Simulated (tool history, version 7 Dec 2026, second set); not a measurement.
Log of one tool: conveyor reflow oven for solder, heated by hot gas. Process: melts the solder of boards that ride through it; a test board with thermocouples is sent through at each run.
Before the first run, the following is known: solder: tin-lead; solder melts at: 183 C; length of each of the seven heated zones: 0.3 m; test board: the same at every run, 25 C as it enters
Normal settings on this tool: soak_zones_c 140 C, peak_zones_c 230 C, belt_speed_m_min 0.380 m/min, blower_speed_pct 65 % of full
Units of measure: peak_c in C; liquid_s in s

| run | hour | soak_zones_c | peak_zones_c | belt_speed_m_min | blower_speed_pct | peak_c | liquid_s |
|---|---|---|---|---|---|---|---|
| 1 | 0.0 | 140 | 230 | 0.380 | 65 | 217.7 | 73.5 |
| 2 | 26.2 | 140 | 230 | 0.380 | 65 | 217.6 | 73.6 |
| 3 | 65.1 | 140 | 230 | 0.380 | 65 | 217.7 | 73.5 |
| 4 | 107.1 | 140 | 230 | 0.380 | 65 | 217.5 | 73.1 |
| 5 | 129.6 | 140 | 230 | 0.380 | 65 | 217.4 | 73.1 |
| 6 | 173.4 | 140 | 230 | 0.380 | 65 | 217.4 | 73.1 |
| 7 | 201.8 | 126 | 230 | 0.380 | 65 | 214.8 | 64.4 |
| 8 | 247.5 | 140 | 230 | 0.380 | 65 | 217.2 | 72.7 |
|  | 279.1 | belt drive overhauled, speed set with a stopwatch |
| 9 | 304.5 | 140 | 230 | 0.380 | 65 | 216.7 | 71.0 |
| 10 | 351.2 | 140 | 230 | 0.380 | 69 | 217.3 | 72.1 |
| 11 | 373.0 | 140 | 230 | 0.380 | 69 | 217.1 | 71.8 |
| 12 | 416.4 | 140 | 230 | 0.380 | 72 | 217.8 | 72.4 |
| 13 | 445.1 | 140 | 230 | 0.308 | 65 | 222.5 | 96.1 |
| 14 | 478.3 | 140 | 230 | 0.308 | 65 | 222.6 | 96.2 |
| 15 | 508.4 | 136 | 230 | 0.380 | 65 | 215.5 | 67.7 |
|  | 516.5 | flux residue cleaned out of gas plates and filters |
| 16 | 550.7 | 136 | 230 | 0.380 | 65 | 217.3 | 70.4 |
| 17 | 582.6 | 136 | 227 | 0.380 | 65 | 214.9 | 67.7 |
| 18 | 628.4 | 143 | 236 | 0.427 | 80 | 223.2 | 69.8 |
| 19 | 657.6 | 144 | 230 | 0.380 | 65 | 218.8 | 75.3 |
| 20 | 707.1 | 127 | 241 | 0.380 | 52 | 221.2 | 69.6 |
| 21 | 754.9 | 131 | 241 | 0.380 | 52 | 221.9 | 71.8 |
| 22 | 782.1 | 140 | 231 | 0.369 | 59 | 218.2 | 75.0 |
| 23 | 805.0 | 140 | 232 | 0.380 | 65 | 219.3 | 73.9 |
| 24 | 843.3 | 144 | 243 | 0.338 | 61 | 232.7 | 97.5 |
| 25 | 883.6 | 144 | 243 | 0.338 | 61 | 232.7 | 97.7 |
| 26 | 906.5 | 144 | 243 | 0.396 | 61 | 227.3 | 78.9 |
| 27 | 941.0 | 144 | 243 | 0.396 | 61 | 227.3 | 78.7 |
| 28 | 978.0 | 144 | 243 | 0.396 | 61 | 226.8 | 78.7 |
| 29 | 1030.3 | 144 | 243 | 0.396 | 61 | 226.7 | 78.7 |

Below are 5 alternative next runs, each starting from the tool's condition after run 29. Predict each:
|  | 1036.4 | thermocouples of zones 6 and 7 changed |
| A | 1081.7 | 144 | 243 | 0.403 | 61 | ? | ? |
|  | 1036.4 | thermocouples of zones 6 and 7 changed |
| B | 1081.7 | 149 | 228 | 0.326 | 65 | ? | ? |
|  | 1036.4 | thermocouples of zones 6 and 7 changed |
| C | 1081.7 | 145 | 240 | 0.380 | 76 | ? | ? |
|  | 1036.4 | thermocouples of zones 6 and 7 changed |
| D | 1081.7 | 141 | 243 | 0.396 | 88 | ? | ? |
|  | 1036.4 | thermocouples of zones 6 and 7 changed |
| E | 1081.7 | 152 | 225 | 0.380 | 69 | ? | ? |

| run | peak_c | liquid_s |
|---|---|---|
| A | 221.1 | 72.5 |
| B | 216.5 | 89.8 |
| C | 223.8 | 80.3 |
| D | 226.4 | 77.6 |
| E | 211.1 | 71.8 |
Without the tool's unlogged condition, the same runs would have read:
| run | peak_c | liquid_s |
|---|---|---|
| A | 223.7 | 74.6 |
| B | 218.2 | 91.7 |
| C | 226.4 | 82.1 |
| D | 229.4 | 79.4 |
| E | 213.1 | 74.4 |
